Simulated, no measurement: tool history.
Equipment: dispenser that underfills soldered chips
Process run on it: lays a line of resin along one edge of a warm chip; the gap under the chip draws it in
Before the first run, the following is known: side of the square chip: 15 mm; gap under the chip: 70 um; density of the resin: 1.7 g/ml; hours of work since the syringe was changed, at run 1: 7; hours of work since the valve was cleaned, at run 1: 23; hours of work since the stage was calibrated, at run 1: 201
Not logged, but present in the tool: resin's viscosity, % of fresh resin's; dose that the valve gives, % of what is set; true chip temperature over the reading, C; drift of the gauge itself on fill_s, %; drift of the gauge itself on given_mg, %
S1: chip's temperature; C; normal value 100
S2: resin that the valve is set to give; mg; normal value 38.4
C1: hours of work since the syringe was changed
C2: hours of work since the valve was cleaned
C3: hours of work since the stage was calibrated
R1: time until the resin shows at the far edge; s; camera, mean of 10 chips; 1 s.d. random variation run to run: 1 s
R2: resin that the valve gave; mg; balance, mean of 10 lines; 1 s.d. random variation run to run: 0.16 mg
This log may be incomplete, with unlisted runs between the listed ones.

run,hour,S1,S2,C1,C2,C3,R1,R2
1,0,100,38.4,7,23,201,162.3,38.04
# hour 0.9: new syringe of resin
2,9.1,100,38.4,5,29,207,143.5,37.7
# hour 13.3: new syringe of resin
3,15,100,36.4,1,32,210,105.1,35.41
# hour 25.2: new syringe of resin
4,25.2,100,36.4,0,39,216,95.8,35.53
5,34.2,100,36.4,6,45,222,145.2,35.51
# hour 37.1: new syringe of resin
6,44,100,45.1,4,51,228,132.5,43.37
# hour 49: new syringe of resin
7,49.5,100,45.1,0,54,232,94.8,43.37
8,57.6,89,38.4,6,59,237,218.3,36.88
# hour 60.9: new syringe of resin
9,66.8,89,37.8,4,65,243,187.9,36
# hour 72.4: new syringe of resin
10,74.3,89,37.8,1,69,247,157,36.13
11,82.1,89,37.8,6,74,252,228.9,36.1
# hour 84.2: new syringe of resin
12,88.7,89,37.8,3,78,256,173.5,35.91
# hour 95.8: new syringe of resin
13,95.8,109,41.9,0,83,261,67.8,39.16
14,101.6,109,41.9,4,86,264,90.7,39.55
15,106.9,87,38.4,7,90,268,264.3,36.03
# hour 107.8: new syringe of resin
16,113.6,87,38.4,4,94,272,199.5,35.9
17,118.8,87,38.4,7,97,275,258.9,35.97
# hour 120: new syringe of resin
18,129.1,100,40.2,6,104,281,143.7,37.38

Here are 4 independent what-if runs from the current tool condition. What would each one return?
# hour 132: new syringe of resin
A,134,98,38.4,1,107,284,?,?
# hour 132: new syringe of resin
B,134,89,36.8,1,107,284,?,?
# hour 132: new syringe of resin
C,134,88,43.8,1,107,284,?,?
# hour 132: new syringe of resin
D,134,108,38.4,1,107,284,?,?

run,R1,R2
A,114.2,35.71
B,160.3,33.98
C,163.8,40.47
D,81.4,35.59
Take away the tool's hidden state, keep each run's random variation, and the runs would have read:
run,R1,R2
A,105.4,38.48
B,147.9,36.61
C,152.9,43.62
D,75.1,38.35
